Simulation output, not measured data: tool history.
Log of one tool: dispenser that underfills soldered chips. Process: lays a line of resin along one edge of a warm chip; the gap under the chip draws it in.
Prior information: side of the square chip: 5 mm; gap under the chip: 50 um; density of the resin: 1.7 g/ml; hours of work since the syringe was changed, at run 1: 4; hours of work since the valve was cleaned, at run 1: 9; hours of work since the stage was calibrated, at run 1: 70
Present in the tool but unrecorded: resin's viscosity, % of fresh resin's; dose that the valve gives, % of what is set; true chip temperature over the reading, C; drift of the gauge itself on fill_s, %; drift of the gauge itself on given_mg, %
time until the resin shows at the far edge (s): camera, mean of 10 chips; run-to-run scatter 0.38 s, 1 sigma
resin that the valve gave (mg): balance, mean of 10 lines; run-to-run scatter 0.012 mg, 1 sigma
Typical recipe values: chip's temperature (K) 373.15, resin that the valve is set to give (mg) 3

run	hour	chip's temperature (K)	resin that the valve is set to give (mg)	hours of work since the syringe was changed	hours of work since the valve was cleaned	hours of work since the stage was calibrated	time until the resin shows at the far edge (s)	resin that the valve gave (mg)
1	0	373.15	3	4	9	70	32.5	2.98
2	4.7	370.15	3	7	12	73	48.5	2.97
# hour 8.4: new syringe of resin
3	9.5	370.15	3	1	15	77	27.6	2.96
4	16.2	370.15	3	6	20	82	43.2	2.96
5	21	370.15	3	9	24	85	57.6	2.94
# hour 22.1: new syringe of resin
6	30.2	370.15	3	6	30	92	44.9	2.93
# hour 35.7: new syringe of resin
7	35.7	373.15	3	0	34	96	23.2	2.92
8	43.3	373.15	3	6	40	101	38.1	2.89
# hour 48.1: dispensing valve cleaned and set on the balance
9	48.8	373.15	3	9	1	104	50.6	3.01
# hour 50.2: new syringe of resin
10	54.7	387.15	3	3	5	108	19.9	3.01
11	61.4	387.15	3	8	9	113	31.5	2.96
# hour 64: new syringe of resin
12	70.6	369.15	3	5	16	120	40.3	2.96
13	76.6	369.15	3	9	20	124	58.5	2.94
# hour 77.5: new syringe of resin
14	81.5	373.15	3.2	3	24	128	29.7	3.13
15	90.1	373.15	3.2	9	30	134	52.4	3.1
# hour 91.4: new syringe of resin
16	98.3	373.15	3.2	5	36	140	36.4	3.08
17	103.6	373.15	3.22	9	40	144	50.3	3.1
# hour 105.3: new syringe of resin
# hour 108.8: dispensing valve cleaned and set on the balance
18	108.8	373.15	3.22	2	0	146	27.1	3.22
19	115.7	374.15	3.48	7	5	151	40.1	3.48
# hour 119.7: new syringe of resin
20	123.2	374.15	3.48	3	10	157	27.8	3.44
21	131.4	364.15	2.67	9	16	163	69.8	2.63
# hour 133.1: new syringe of resin
22	137.9	366.15	3	3	21	167	39.1	2.96
23	142.3	381.15	3.63	7	24	171	31.5	3.55
# hour 146.7: new syringe of resin
24	149.1	381.15	3.63	2	29	175	20.5	3.54
25	155.6	381.15	3.63	6	34	180	30.7	3.52
# hour 160.7: new syringe of resin
26	164.1	358.15	2.67	2	40	186	50.1	2.57
27	168	368.15	2.67	5	42	189	45.6	2.57
# hour 169.5: dispensing valve cleaned and set on the balance
28	174.1	377.15	2.66	9	3	193	46.5	2.66

The next listed run, before its measurement:
# hour 175.4: new syringe of resin
29	178.7	359.15	3.22	2	6	196	?	?

{"run 29": {"time until the resin shows at the far edge (s)": 46, "resin that the valve gave (mg)": 3.2}}
On a tool with no hidden condition, and with the same random variation, this run would have come out at time until the resin shows at the far edge (s) 38.5, resin that the valve gave (mg) 3.22.

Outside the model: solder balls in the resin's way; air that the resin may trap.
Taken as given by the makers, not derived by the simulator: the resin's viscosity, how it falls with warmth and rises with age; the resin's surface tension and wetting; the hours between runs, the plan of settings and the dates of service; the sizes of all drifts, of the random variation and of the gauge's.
